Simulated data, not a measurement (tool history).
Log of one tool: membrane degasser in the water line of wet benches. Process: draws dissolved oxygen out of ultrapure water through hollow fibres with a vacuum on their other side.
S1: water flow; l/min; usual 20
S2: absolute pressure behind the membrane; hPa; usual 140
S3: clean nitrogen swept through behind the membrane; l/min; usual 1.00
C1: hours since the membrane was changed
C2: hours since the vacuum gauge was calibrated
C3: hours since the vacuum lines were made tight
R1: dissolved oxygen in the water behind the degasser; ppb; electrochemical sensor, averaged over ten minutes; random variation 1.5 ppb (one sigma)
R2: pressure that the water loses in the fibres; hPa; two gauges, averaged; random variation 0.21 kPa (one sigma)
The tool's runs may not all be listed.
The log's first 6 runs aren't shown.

| run | hour | S1 | S2 | S3 | C1 | C2 | C3 | R1 | R2 |
|---|---|---|---|---|---|---|---|---|---|
| 7 | 704.1 | 20 | 315 | 1.00 | 4217 | 673 | 4217 | 1112.6 | 482.0 |
| 8 | 793.3 | 20 | 140 | 1.00 | 4306 | 762 | 4306 | 463.2 | 482.3 |
| 9 | 898.2 | 20 | 140 | 1.33 | 4411 | 867 | 4411 | 359.5 | 476.1 |
|  | 1001.2 | seals of the vacuum lines changed |
| 10 | 1034.8 | 20 | 140 | 1.33 | 4546 | 1002 | 34 | 361.1 | 481.6 |
| 11 | 1114.6 | 20 | 140 | 1.00 | 4626 | 1082 | 113 | 459.6 | 482.2 |
| 12 | 1228.3 | 20 | 140 | 1.38 | 4739 | 1195 | 227 | 347.8 | 483.0 |
| 13 | 1343.2 | 20 | 140 | 1.38 | 4854 | 1310 | 342 | 348.8 | 480.3 |
| 14 | 1484.9 | 20 | 163 | 1.00 | 4996 | 1452 | 484 | 551.3 | 483.5 |
| 15 | 1551.7 | 20 | 140 | 1.00 | 5063 | 1519 | 551 | 461.8 | 477.4 |
| 16 | 1660.7 | 20 | 140 | 1.00 | 5172 | 1628 | 659 | 460.5 | 481.2 |

Run 17 comes next. What will it give?
| 17 | 1806.8 | 17 | 140 | 1.00 | 5318 | 1774 | 806 | ? | ? |

{"run 17": {"R1": 401.0, "R2": 410.8}}
Without the tool's hidden state the same run would have given R1 400.8 ppb, R2 410.2 hPa.

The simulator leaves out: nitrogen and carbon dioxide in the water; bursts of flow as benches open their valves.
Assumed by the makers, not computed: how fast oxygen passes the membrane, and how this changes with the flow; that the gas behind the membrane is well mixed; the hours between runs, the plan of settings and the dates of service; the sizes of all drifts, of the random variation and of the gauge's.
